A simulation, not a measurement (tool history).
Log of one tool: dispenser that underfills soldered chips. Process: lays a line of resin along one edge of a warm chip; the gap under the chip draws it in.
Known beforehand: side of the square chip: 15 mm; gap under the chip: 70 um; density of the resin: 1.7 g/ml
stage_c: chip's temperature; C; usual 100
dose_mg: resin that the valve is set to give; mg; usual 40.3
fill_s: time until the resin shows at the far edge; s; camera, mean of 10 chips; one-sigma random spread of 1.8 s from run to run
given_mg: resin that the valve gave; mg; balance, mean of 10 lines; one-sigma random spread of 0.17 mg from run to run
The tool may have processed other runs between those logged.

run 1 day=0.000 | stage_c=100 dose_mg=40.3 | fill_s=231.5 given_mg=39.61
run 2 day=0.108 | stage_c=100 dose_mg=40.3 | fill_s=263.8 given_mg=39.37
run 3 day=0.217 | stage_c=98 dose_mg=40.3 | fill_s=311.5 given_mg=39.23
-- day=0.254 new syringe of resin
run 4 day=0.338 | stage_c=100 dose_mg=45.6 | fill_s=192.0 given_mg=44.36
run 5 day=0.533 | stage_c=100 dose_mg=40.3 | fill_s=236.7 given_mg=39.02
-- day=0.729 new syringe of resin
run 6 day=0.742 | stage_c=100 dose_mg=40.3 | fill_s=184.3 given_mg=38.83
run 7 day=0.900 | stage_c=100 dose_mg=40.3 | fill_s=215.0 given_mg=38.96
run 8 day=1.058 | stage_c=100 dose_mg=40.3 | fill_s=254.7 given_mg=38.87
-- day=1.200 new syringe of resin
run 9 day=1.292 | stage_c=100 dose_mg=40.3 | fill_s=202.9 given_mg=38.82
run 10 day=1.438 | stage_c=100 dose_mg=40.3 | fill_s=233.9 given_mg=38.72
-- day=1.671 new syringe of resin
run 11 day=1.671 | stage_c=104 dose_mg=40.3 | fill_s=158.4 given_mg=38.94
run 12 day=1.796 | stage_c=104 dose_mg=40.3 | fill_s=179.7 given_mg=38.70
run 13 day=1.933 | stage_c=104 dose_mg=40.3 | fill_s=205.0 given_mg=38.57
-- day=2.146 new syringe of resin
run 14 day=2.146 | stage_c=104 dose_mg=40.3 | fill_s=156.7 given_mg=38.69
run 15 day=2.388 | stage_c=104 dose_mg=40.3 | fill_s=197.6 given_mg=38.30
run 16 day=2.517 | stage_c=100 dose_mg=40.3 | fill_s=266.6 given_mg=38.10
-- day=2.621 new syringe of resin
run 17 day=2.642 | stage_c=96 dose_mg=49.5 | fill_s=216.5 given_mg=46.79
run 18 day=2.883 | stage_c=106 dose_mg=40.4 | fill_s=188.4 given_mg=38.21
-- day=3.088 new syringe of resin
run 19 day=3.117 | stage_c=110 dose_mg=50.3 | fill_s=124.0 given_mg=47.67
run 20 day=3.308 | stage_c=110 dose_mg=50.3 | fill_s=154.4 given_mg=47.37
run 21 day=3.533 | stage_c=110 dose_mg=50.3 | fill_s=197.6 given_mg=47.52
-- day=3.562 new syringe of resin
run 22 day=3.683 | stage_c=110 dose_mg=50.3 | fill_s=139.3 given_mg=47.55
run 23 day=3.900 | stage_c=108 dose_mg=45.5 | fill_s=191.6 given_mg=42.94
-- day=4.038 new syringe of resin
run 24 day=4.133 | stage_c=108 dose_mg=45.5 | fill_s=149.9 given_mg=42.39
run 25 day=4.304 | stage_c=109 dose_mg=44.0 | fill_s=169.1 given_mg=40.88
run 26 day=4.408 | stage_c=91 dose_mg=43.3 | fill_s=390.4 given_mg=40.33
-- day=4.508 new syringe of resin
-- day=4.550 dispensing valve cleaned and set on the balance
run 27 day=4.583 | stage_c=113 dose_mg=47.6 | fill_s=113.7 given_mg=47.62
run 28 day=4.712 | stage_c=95 dose_mg=39.4 | fill_s=273.5 given_mg=39.41
run 29 day=4.958 | stage_c=115 dose_mg=46.1 | fill_s=155.3 given_mg=45.78
-- day=5.029 new syringe of resin
run 30 day=5.212 | stage_c=107 dose_mg=38.3 | fill_s=169.1 given_mg=37.97
run 31 day=5.325 | stage_c=91 dose_mg=46.0 | fill_s=356.0 given_mg=45.89

Table of differences, measured result less the result of that run with no hidden state. Run-to-run variation is the same in both. Gauge scatter possibly is not:
Hidden state at play: resin's viscosity, % of fresh resin's; dose that the valve gives, % of what is set; true chip temperature over the reading, C; drift of the gauge itself on fill_s, %; drift of the gauge itself on given_mg, %.
run=1 fill_s=+50.8 given_mg=-1.09
run=2 fill_s=+79.3 given_mg=-1.13
run=3 fill_s=+116.9 given_mg=-1.17
run=4 fill_s=+15.4 given_mg=-1.37
run=5 fill_s=+59.2 given_mg=-1.28
run=6 fill_s=+3.6 given_mg=-1.35
run=7 fill_s=+35.8 given_mg=-1.41
run=8 fill_s=+74.2 given_mg=-1.47
run=9 fill_s=+21.3 given_mg=-1.54
run=10 fill_s=+54.5 given_mg=-1.60
run=11 fill_s=+3.1 given_mg=-1.70
run=12 fill_s=+24.9 given_mg=-1.73
run=13 fill_s=+51.6 given_mg=-1.78
run=14 fill_s=+0.4 given_mg=-1.87
run=15 fill_s=+44.1 given_mg=-1.94
run=16 fill_s=+85.9 given_mg=-1.98
run=17 fill_s=+4.8 given_mg=-2.48
run=18 fill_s=+45.2 given_mg=-2.11
run=19 fill_s=+5.2 given_mg=-2.73
run=20 fill_s=+32.9 given_mg=-2.81
run=21 fill_s=+74.6 given_mg=-2.93
run=22 fill_s=+18.2 given_mg=-3.00
run=23 fill_s=+59.1 given_mg=-2.81
run=24 fill_s=+17.7 given_mg=-2.86
run=25 fill_s=+44.4 given_mg=-2.83
run=26 fill_s=+132.5 given_mg=-2.84
run=27 fill_s=+6.6 given_mg=+0.03
run=28 fill_s=+48.3 given_mg=-0.02
run=29 fill_s=+55.9 given_mg=-0.12
run=30 fill_s=+31.3 given_mg=-0.18
run=31 fill_s=+97.8 given_mg=-0.28

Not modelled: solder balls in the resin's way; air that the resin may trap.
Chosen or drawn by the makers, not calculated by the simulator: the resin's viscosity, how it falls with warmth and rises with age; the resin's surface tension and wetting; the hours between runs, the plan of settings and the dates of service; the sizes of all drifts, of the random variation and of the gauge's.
